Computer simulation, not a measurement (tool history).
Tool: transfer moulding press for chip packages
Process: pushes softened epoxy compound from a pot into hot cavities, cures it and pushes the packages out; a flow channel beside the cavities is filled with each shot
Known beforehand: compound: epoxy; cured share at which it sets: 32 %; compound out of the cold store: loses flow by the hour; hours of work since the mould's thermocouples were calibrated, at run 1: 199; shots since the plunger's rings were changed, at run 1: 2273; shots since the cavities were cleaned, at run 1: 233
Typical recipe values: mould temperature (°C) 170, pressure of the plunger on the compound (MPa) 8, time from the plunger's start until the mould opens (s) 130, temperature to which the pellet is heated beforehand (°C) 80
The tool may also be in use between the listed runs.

| run | hour | mould temperature (°C) | pressure of the plunger on the compound (MPa) | time from the plunger's start until the mould opens (s) | temperature to which the pellet is heated beforehand (°C) | hours of work since the mould's thermocouples were calibrated | shots since the plunger's rings were changed | shots since the cavities were cleaned | incoming compound's hours out of the cold store | length that the compound runs in the flow channel (mm) | greatest force on the pins that push the packages out (N) |
|---|---|---|---|---|---|---|---|---|---|---|---|
| 1 | 0 | 170 | 8 | 130 | 80 | 199 | 2273 | 233 | 24.8 | 494 | 360 |
| 2 | 31.7 | 170 | 9.02 | 130 | 80 | 224 | 2633 | 593 | 26.1 | 520 | 441 |
| 3 | 62 | 170 | 8 | 130 | 80 | 248 | 2978 | 938 | 29.1 | 487 | 461 |
|  | 86.5 | cavities cleaned with cleaning compound and waxed |
| 4 | 91 | 170 | 8 | 130 | 80 | 270 | 3291 | 51 | 17 | 497 | 263 |
| 5 | 122.7 | 170 | 8 | 130 | 80 | 295 | 3652 | 412 | 29.4 | 483 | 392 |
| 6 | 146.6 | 170 | 8 | 130 | 80 | 314 | 3924 | 684 | 16.5 | 497 | 445 |
| 7 | 168 | 170 | 8 | 130 | 80 | 331 | 4168 | 928 | 42.2 | 465 | 454 |
|  | 191.3 | cavities cleaned with cleaning compound and waxed |
| 8 | 193.6 | 170 | 6.61 | 130 | 80 | 350 | 4442 | 26 | 45.4 | 418 | 240 |
| 9 | 212.5 | 170 | 6.61 | 130 | 77 | 365 | 4657 | 241 | 19.8 | 446 | 349 |
|  | 234.1 | plunger's sealing rings changed |
| 10 | 247.9 | 170 | 8 | 130 | 76 | 391 | 158 | 616 | 27.5 | 497 | 430 |
| 11 | 270.8 | 170 | 8 | 130 | 76 | 410 | 418 | 876 | 8.6 | 524 | 471 |
| 12 | 291.2 | 170 | 8 | 130 | 76 | 426 | 650 | 1108 | 40.8 | 479 | 467 |
|  | 298.7 | cavities cleaned with cleaning compound and waxed |
| 13 | 317.8 | 170 | 8 | 130 | 76 | 446 | 936 | 217 | 40.1 | 480 | 339 |
| 14 | 341.7 | 170 | 6.99 | 130 | 80 | 465 | 1207 | 488 | 47.7 | 438 | 402 |
| 15 | 371.3 | 170 | 6.99 | 130 | 80 | 488 | 1545 | 826 | 36.4 | 449 | 452 |
| 16 | 387.8 | 168 | 6.99 | 130 | 80 | 501 | 1732 | 1013 | 9.6 | 485 | 552 |
|  | 403.3 | cavities cleaned with cleaning compound and waxed |
| 17 | 406.8 | 175 | 8 | 130 | 80 | 515 | 1931 | 40 | 15.2 | 495 | 210 |
| 18 | 434.8 | 170 | 9.35 | 130 | 78 | 537 | 2250 | 359 | 8.5 | 557 | 377 |
| 19 | 458.2 | 172 | 8.57 | 116 | 87 | 556 | 2517 | 626 | 9.7 | 526 | 463 |
| 20 | 489.4 | 172 | 8.57 | 116 | 87 | 580 | 2871 | 980 | 46.4 | 475 | 473 |
|  | 508.1 | cavities cleaned with cleaning compound and waxed |
| 21 | 520.7 | 172 | 8.57 | 116 | 80 | 604 | 3210 | 143 | 12.9 | 518 | 338 |
| 22 | 544.2 | 162 | 8.57 | 116 | 90 | 623 | 3478 | 411 | 22.6 | 526 | 847 |
| 23 | 573.6 | 165 | 8.49 | 111 | 78 | 646 | 3812 | 745 | 36.9 | 496 | 864 |
|  | 601.2 | mould's thermocouples calibrated |
| 24 | 604.9 | 170 | 6.77 | 130 | 88 | 3 | 4145 | 1078 | 12.3 | 463 | 501 |
|  | 615.8 | cavities cleaned with cleaning compound and waxed |
| 25 | 640.5 | 170 | 6.77 | 130 | 88 | 30 | 4534 | 281 | 22.4 | 448 | 366 |
|  | 674.1 | plunger's sealing rings changed |
| 26 | 676.6 | 170 | 9.76 | 112 | 80 | 57 | 29 | 663 | 26.5 | 551 | 621 |
| 27 | 701.8 | 163 | 7.77 | 121 | 79 | 77 | 316 | 950 | 13.1 | 523 | 960 |
|  | 723.4 | cavities cleaned with cleaning compound and waxed |
| 28 | 728.4 | 163 | 7.77 | 121 | 79 | 96 | 601 | 56 | 25.9 | 505 | 545 |

Alternative continuations, all from the tool just after run 28; predict every row:
| A | 760.3 | 170 | 8 | 130 | 90 | 122 | 964 | 419 | 23.7 | ? | ? |
| B | 760.3 | 170 | 7.77 | 121 | 79 | 122 | 964 | 419 | 11.4 | ? | ? |
| C | 760.3 | 163 | 9.55 | 126 | 77 | 122 | 964 | 419 | 46.2 | ? | ? |

| run | length that the compound runs in the flow channel (mm) | greatest force on the pins that push the packages out (N) |
|---|---|---|
| A | 499 | 397 |
| B | 505 | 471 |
| C | 528 | 723 |
Take away the tool's hidden state, keep each run's random variation, and the runs would have read:
| run | length that the compound runs in the flow channel (mm) | greatest force on the pins that push the packages out (N) |
|---|---|---|
| A | 505 | 232 |
| B | 512 | 271 |
| C | 535 | 420 |
